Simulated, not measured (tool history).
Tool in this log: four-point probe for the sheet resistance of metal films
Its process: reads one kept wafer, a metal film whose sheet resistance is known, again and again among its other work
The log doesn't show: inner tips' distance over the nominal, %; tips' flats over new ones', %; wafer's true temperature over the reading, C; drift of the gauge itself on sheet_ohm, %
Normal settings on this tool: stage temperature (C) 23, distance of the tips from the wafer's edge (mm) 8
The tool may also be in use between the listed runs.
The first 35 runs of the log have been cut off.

run,hour,stage temperature (C),distance of the tips from the wafer's edge (mm),touches since the probe head was changed,hours of work since the stage's thermometer was calibrated,sheet resistance as the instrument gives it (ohm/square)
36,3328.1,19,32,54244,117,0.048315
37,3457.1,27,26,56083,176,0.048810
38,3514.2,30,26,56899,203,0.049006
39,3613.1,30,26,58309,248,0.049043
40,3741.4,34,45,60140,307,0.049262
41,3810.2,34,45,61121,339,0.049275
42,3883.1,31,10,62160,372,0.049185
43,4009.3,30,7,63960,430,0.049196
44,4084.4,26,8,65033,465,0.048941

4 ways to go on from here, each from the tool as it stands after run 44. What would each give?
A,4157.5,23,23,66075,498,?
B,4157.5,29,7,66075,498,?
C,4157.5,27,4,66075,498,?
D,4157.5,26,28,66075,498,?

run,sheet resistance as the instrument gives it (ohm/square)
A,0.048688
B,0.049143
C,0.049323
D,0.048842
Stripped of hidden state, with their random variation kept, the same runs would have yielded:
run,sheet resistance as the instrument gives it (ohm/square)
A,0.048221
B,0.048673
C,0.048851
D,0.048374
